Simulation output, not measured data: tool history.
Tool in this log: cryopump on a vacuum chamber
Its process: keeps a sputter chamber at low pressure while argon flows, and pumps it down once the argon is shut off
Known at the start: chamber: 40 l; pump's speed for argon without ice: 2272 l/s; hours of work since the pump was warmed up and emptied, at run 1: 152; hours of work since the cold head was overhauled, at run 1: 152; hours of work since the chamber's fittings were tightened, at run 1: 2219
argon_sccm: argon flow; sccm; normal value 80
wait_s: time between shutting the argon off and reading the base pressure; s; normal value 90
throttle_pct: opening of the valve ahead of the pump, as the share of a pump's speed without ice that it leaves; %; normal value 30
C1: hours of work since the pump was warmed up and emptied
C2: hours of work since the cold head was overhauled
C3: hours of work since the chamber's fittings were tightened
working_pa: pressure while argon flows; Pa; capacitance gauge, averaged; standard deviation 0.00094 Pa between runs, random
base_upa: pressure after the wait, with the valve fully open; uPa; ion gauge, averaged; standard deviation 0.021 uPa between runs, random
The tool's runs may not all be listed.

Run 1, hour 0.0: usual settings; C1 152; C2 152; C3 2219. Result: working_pa 0.2029 Pa, base_upa 0.79 uPa.
Run 2, hour 53.0: usual settings; C1 177; C2 177; C3 2243. Result: working_pa 0.2028 Pa, base_upa 0.77 uPa.
Run 3, hour 111.8: usual settings but argon_sccm 45 sccm; C1 204; C2 204; C3 2270. Result: working_pa 0.1134 Pa, base_upa 0.79 uPa.
Run 4, hour 182.0: usual settings but argon_sccm 45 sccm; C1 236; C2 236; C3 2302. Result: working_pa 0.1127 Pa, base_upa 0.81 uPa.
Run 5, hour 236.8: usual settings; C1 261; C2 261; C3 2327. Result: working_pa 0.2028 Pa, base_upa 0.83 uPa.
Run 6, hour 316.6: usual settings; C1 298; C2 298; C3 2364. Result: working_pa 0.2039 Pa, base_upa 0.86 uPa.
Run 7, hour 360.9: usual settings; C1 318; C2 318; C3 2385. Result: working_pa 0.2043 Pa, base_upa 0.86 uPa.
At hour 420.2: leaking fittings of the chamber tightened, without venting.
Run 8, hour 441.5: usual settings but wait_s 197 s; C1 355; C2 355; C3 10. Result: working_pa 0.2057 Pa, base_upa 0.28 uPa.
Run 9, hour 511.4: usual settings but argon_sccm 107 sccm, wait_s 197 s; C1 387; C2 387; C3 42. Result: working_pa 0.2789 Pa, base_upa 0.28 uPa.
Run 10, hour 553.4: usual settings but wait_s 27 s; C1 406; C2 406; C3 61. Result: working_pa 0.2073 Pa, base_upa 1.04 uPa.
Run 11, hour 598.1: usual settings but argon_sccm 46 sccm, wait_s 30 s; C1 427; C2 427; C3 82. Result: working_pa 0.1191 Pa, base_upa 0.94 uPa.
Run 12, hour 673.1: usual settings but argon_sccm 46 sccm, wait_s 30 s; C1 461; C2 461; C3 116. Result: working_pa 0.1203 Pa, base_upa 0.95 uPa.
Run 13, hour 707.4: usual settings but argon_sccm 46 sccm, wait_s 30 s; C1 477; C2 477; C3 132. Result: working_pa 0.1193 Pa, base_upa 0.95 uPa.
Run 14, hour 756.7: usual settings but argon_sccm 76 sccm, wait_s 186 s, throttle_pct 22 %; C1 500; C2 500; C3 155. Result: working_pa 0.2650 Pa, base_upa 0.32 uPa.
Run 15, hour 814.5: usual settings but argon_sccm 76 sccm, wait_s 97 s, throttle_pct 27 %; C1 526; C2 526; C3 181. Result: working_pa 0.2203 Pa, base_upa 0.44 uPa.
Run 16, hour 871.9: usual settings but argon_sccm 38 sccm, wait_s 140 s; C1 553; C2 553; C3 208. Result: working_pa 0.1005 Pa, base_upa 0.40 uPa.
Run 17, hour 939.0: usual settings but argon_sccm 37 sccm, throttle_pct 58 %; C1 584; C2 584; C3 239. Result: working_pa 0.0532 Pa, base_upa 0.51 uPa.
Run 18, hour 1012.3: usual settings but argon_sccm 45 sccm, wait_s 52 s, throttle_pct 22 %; C1 617; C2 617; C3 272. Result: working_pa 0.1593 Pa, base_upa 0.64 uPa.
Run 19, hour 1059.0: usual settings but argon_sccm 45 sccm, wait_s 52 s, throttle_pct 22 %; C1 639; C2 639; C3 294. Result: working_pa 0.1605 Pa, base_upa 0.67 uPa.

Alternative continuations, all from the tool just after run 19; predict every row:
Run A, hour 1106.0: usual settings but wait_s 266 s; C1 660; C2 660; C3 315. Result: working_pa ?, base_upa ?.
Run B, hour 1106.0: usual settings but argon_sccm 141 sccm, wait_s 58 s, throttle_pct 34 %; C1 660; C2 660; C3 315. Result: working_pa ?, base_upa ?.
Run C, hour 1106.0: usual settings but argon_sccm 34 sccm, wait_s 52 s, throttle_pct 17 %; C1 660; C2 660; C3 315. Result: working_pa ?, base_upa ?.
Run D, hour 1106.0: usual settings but wait_s 49 s, throttle_pct 18 %; C1 660; C2 660; C3 315. Result: working_pa ?, base_upa ?.
Run E, hour 1106.0: usual settings but argon_sccm 79 sccm, wait_s 52 s, throttle_pct 22 %; C1 660; C2 660; C3 315. Result: working_pa ?, base_upa ?.

run  working_pa  base_upa
  A      0.2120      0.35
  B      0.3328      0.65
  C      0.1535      0.71
  D      0.3455      0.68
  E      0.2809      0.68
Without the tool's unlogged condition, the same runs would have read:
run  working_pa  base_upa
  A      0.1982      0.25
  B      0.3084      0.55
  C      0.1476      0.62
  D      0.3317      0.59
  E      0.2673      0.59
